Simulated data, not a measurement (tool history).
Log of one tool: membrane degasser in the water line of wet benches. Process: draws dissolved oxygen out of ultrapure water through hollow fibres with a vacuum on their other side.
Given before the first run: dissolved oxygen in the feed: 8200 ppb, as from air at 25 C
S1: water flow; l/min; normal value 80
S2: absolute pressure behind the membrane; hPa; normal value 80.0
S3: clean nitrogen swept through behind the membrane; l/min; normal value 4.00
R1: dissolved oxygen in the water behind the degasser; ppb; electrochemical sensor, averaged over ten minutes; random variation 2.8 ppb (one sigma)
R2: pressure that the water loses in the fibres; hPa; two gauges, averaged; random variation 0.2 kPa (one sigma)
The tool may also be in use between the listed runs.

Run 1, hour 0.0: usual settings. Result: R1 277.9 ppb, R2 434.6 hPa.
Run 2, hour 30.4: usual settings but S1 55 l/min. Result: R1 172.2 ppb, R2 299.4 hPa.
Run 3, hour 74.3: usual settings. Result: R1 277.2 ppb, R2 438.2 hPa.
Run 4, hour 122.1: usual settings but S2 110.8 hPa. Result: R1 396.5 ppb, R2 439.0 hPa.
Run 5, hour 145.5: usual settings but S2 110.8 hPa. Result: R1 402.4 ppb, R2 441.1 hPa.
Run 6, hour 166.3: usual settings but S1 104 l/min. Result: R1 389.1 ppb, R2 568.1 hPa.
Run 7, hour 190.2: usual settings but S1 104 l/min. Result: R1 377.6 ppb, R2 568.4 hPa.
Run 8, hour 220.5: usual settings but S1 104 l/min. Result: R1 377.2 ppb, R2 571.1 hPa.
Run 9, hour 252.1: usual settings but S1 104 l/min, S2 120.0 hPa, S3 8.71 l/min. Result: R1 361.0 ppb, R2 573.2 hPa.
Run 10, hour 282.1: usual settings but S1 104 l/min, S2 86.3 hPa, S3 5.76 l/min. Result: R1 344.2 ppb, R2 574.5 hPa.

For each run, the measured value with the value that run would have given without the tool's hidden condition subtracted. The run-to-run variation is shared by both, the gauge scatter possibly not:
The tool's hidden condition here consists of: membrane still open, %; true pressure behind the membrane over the reading, kPa; air that leaks in behind the membrane, l/min; drift of the gauge itself on oxygen_ppb, %; drift of the gauge itself on loss_of_pressure_kpa, %.
run    R2
  1  +0.0
  2  +0.4
  3  +1.2
  4  +2.0
  5  +2.4
  6  +3.5
  7  +3.9
  8  +4.6
  9  +5.2
 10  +5.8
For R1, the value without the hidden state is never more than 0.1 ppb from the measured value.

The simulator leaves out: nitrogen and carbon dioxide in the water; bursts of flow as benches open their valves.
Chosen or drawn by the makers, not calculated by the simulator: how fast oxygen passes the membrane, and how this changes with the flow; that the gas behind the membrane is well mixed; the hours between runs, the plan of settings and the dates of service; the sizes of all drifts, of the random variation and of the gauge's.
